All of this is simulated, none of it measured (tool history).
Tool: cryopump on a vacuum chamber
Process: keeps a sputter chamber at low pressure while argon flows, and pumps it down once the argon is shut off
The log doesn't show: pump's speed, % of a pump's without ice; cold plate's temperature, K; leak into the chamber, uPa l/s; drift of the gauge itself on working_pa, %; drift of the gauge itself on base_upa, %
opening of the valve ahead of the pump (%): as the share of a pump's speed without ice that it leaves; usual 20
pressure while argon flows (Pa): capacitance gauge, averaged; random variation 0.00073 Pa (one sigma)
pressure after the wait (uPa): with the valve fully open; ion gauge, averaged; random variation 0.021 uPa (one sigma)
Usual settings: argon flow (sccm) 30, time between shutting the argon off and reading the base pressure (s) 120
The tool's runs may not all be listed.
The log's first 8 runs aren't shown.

run	day	argon flow (sccm)	time between shutting the argon off and reading the base pressure (s)	opening of the valve ahead of the pump (%)	hours of work since the pump was warmed up and emptied	hours of work since the cold head was overhauled	hours of work since the chamber's fittings were tightened	pressure while argon flows (Pa)	pressure after the wait (uPa)
9	11.342	18	120	20	423	423	1586	0.0869	0.73
10	12.479	30	120	20	434	434	1598	0.1453	0.83
11	13.562	30	120	20	446	446	1609	0.1461	0.79
12	14.250	30	47	20	453	453	1617	0.1446	1.27
13	15.021	20	120	20	461	461	1625	0.0968	0.78
14	15.796	20	120	20	469	469	1633	0.0971	0.83
15	16.917	30	81	20	481	481	1644	0.1450	0.94
16	17.658	30	140	20	489	489	1652	0.1451	0.78
17	18.992	30	140	20	502	502	1666	0.1444	0.77
18	19.858	30	140	20	512	512	1675	0.1468	0.75
19	21.354	23	120	17	527	527	1691	0.1317	0.82
20	22.504	26	38	15	539	539	1703	0.1695	1.45
21	24.142	26	38	15	556	556	1720	0.1683	1.47
22	25.450	26	38	15	570	570	1733	0.1675	1.51
23	26.954	26	38	15	586	586	1749	0.1675	1.56
24	28.546	39	33	17	602	602	1766	0.2228	1.69
25	29.546	44	82	30	613	613	1776	0.1458	0.96
26	30.388	20	94	20	621	621	1785	0.0982	0.92

Forecast run 27:
27	31.079	30	120	29	629	629	1792	?	?

Run 27 gave pressure while argon flows (Pa) 0.1025, pressure after the wait (uPa) 0.77.
Without the tool's hidden state the same run would have given pressure while argon flows (Pa) 0.0976, pressure after the wait (uPa) 0.43.

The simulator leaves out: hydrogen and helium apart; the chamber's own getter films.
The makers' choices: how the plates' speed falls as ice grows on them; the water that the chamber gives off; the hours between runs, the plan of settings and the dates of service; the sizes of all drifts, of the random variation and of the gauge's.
